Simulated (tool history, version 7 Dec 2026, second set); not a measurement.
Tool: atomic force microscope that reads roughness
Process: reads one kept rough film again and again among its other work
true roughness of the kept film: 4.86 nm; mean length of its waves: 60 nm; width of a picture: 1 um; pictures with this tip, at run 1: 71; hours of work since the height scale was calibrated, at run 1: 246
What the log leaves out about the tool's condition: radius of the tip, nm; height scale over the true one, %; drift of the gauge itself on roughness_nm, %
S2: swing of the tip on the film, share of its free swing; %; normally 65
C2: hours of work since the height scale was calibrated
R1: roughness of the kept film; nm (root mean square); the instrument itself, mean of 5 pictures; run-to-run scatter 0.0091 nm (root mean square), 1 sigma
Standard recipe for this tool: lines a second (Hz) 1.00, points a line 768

run 1 hour=0.0 | lines_a_second_(Hz)=1.00 S2=65 points_a_line=768 | pictures_with_this_tip=71 C2=246 | R1=4.583
run 2 hour=15.3 | lines_a_second_(Hz)=1.00 S2=65 points_a_line=768 | pictures_with_this_tip=82 C2=252 | R1=4.573
run 3 hour=24.8 | lines_a_second_(Hz)=1.00 S2=65 points_a_line=768 | pictures_with_this_tip=89 C2=256 | R1=4.565
run 4 hour=38.3 | lines_a_second_(Hz)=1.00 S2=65 points_a_line=768 | pictures_with_this_tip=98 C2=261 | R1=4.567
run 5 hour=48.6 | lines_a_second_(Hz)=1.00 S2=68 points_a_line=768 | pictures_with_this_tip=106 C2=265 | R1=4.538
run 6 hour=61.8 | lines_a_second_(Hz)=1.00 S2=68 points_a_line=768 | pictures_with_this_tip=115 C2=271 | R1=4.540
run 7 hour=77.4 | lines_a_second_(Hz)=1.00 S2=68 points_a_line=947 | pictures_with_this_tip=127 C2=277 | R1=4.523
run 8 hour=88.8 | lines_a_second_(Hz)=1.00 S2=68 points_a_line=947 | pictures_with_this_tip=135 C2=282 | R1=4.530
run 9 hour=96.2 | lines_a_second_(Hz)=1.00 S2=68 points_a_line=947 | pictures_with_this_tip=140 C2=285 | R1=4.531
run 10 hour=103.2 | lines_a_second_(Hz)=1.00 S2=68 points_a_line=947 | pictures_with_this_tip=145 C2=287 | R1=4.515
run 11 hour=111.1 | lines_a_second_(Hz)=0.57 S2=68 points_a_line=947 | pictures_with_this_tip=151 C2=291 | R1=4.566
run 12 hour=117.8 | lines_a_second_(Hz)=0.57 S2=68 points_a_line=947 | pictures_with_this_tip=156 C2=293 | R1=4.563
run 13 hour=132.6 | lines_a_second_(Hz)=1.00 S2=57 points_a_line=768 | pictures_with_this_tip=167 C2=299 | R1=4.588
run 14 hour=141.2 | lines_a_second_(Hz)=1.00 S2=57 points_a_line=768 | pictures_with_this_tip=173 C2=303 | R1=4.576
run 15 hour=151.2 | lines_a_second_(Hz)=1.00 S2=64 points_a_line=768 | pictures_with_this_tip=180 C2=307 | R1=4.525
run 16 hour=162.9 | lines_a_second_(Hz)=1.00 S2=62 points_a_line=539 | pictures_with_this_tip=189 C2=311 | R1=4.556
run 17 hour=170.4 | lines_a_second_(Hz)=3.45 S2=86 points_a_line=539 | pictures_with_this_tip=194 C2=314 | R1=3.603
run 18 hour=182.5 | lines_a_second_(Hz)=2.70 S2=61 points_a_line=318 | pictures_with_this_tip=203 C2=319 | R1=4.375
run 19 hour=193.3 | lines_a_second_(Hz)=2.88 S2=69 points_a_line=768 | pictures_with_this_tip=211 C2=324 | R1=4.230
run 20 hour=205.8 | lines_a_second_(Hz)=2.54 S2=59 points_a_line=917 | pictures_with_this_tip=220 C2=329 | R1=4.437
run 21 hour=218.7 | lines_a_second_(Hz)=1.34 S2=59 points_a_line=456 | pictures_with_this_tip=229 C2=334 | R1=4.514
run 22 hour=226.2 | lines_a_second_(Hz)=1.34 S2=59 points_a_line=456 | pictures_with_this_tip=234 C2=337 | R1=4.513
run 23 hour=239.1 | lines_a_second_(Hz)=1.34 S2=59 points_a_line=456 | pictures_with_this_tip=244 C2=342 | R1=4.504

Measured minus without-hidden-state, run by run (identical run-to-run variation in each term; gauge scatter may differ):
run=1 R1=-0.027
run=2 R1=-0.032
run=3 R1=-0.035
run=4 R1=-0.040
run=5 R1=-0.043
run=6 R1=-0.046
run=7 R1=-0.051
run=8 R1=-0.055
run=9 R1=-0.057
run=10 R1=-0.059
run=11 R1=-0.063
run=12 R1=-0.065
run=13 R1=-0.070
run=14 R1=-0.073
run=15 R1=-0.075
run=16 R1=-0.080
run=17 R1=-0.066
run=18 R1=-0.083
run=19 R1=-0.083
run=20 R1=-0.092
run=21 R1=-0.097
run=22 R1=-0.100
run=23 R1=-0.104
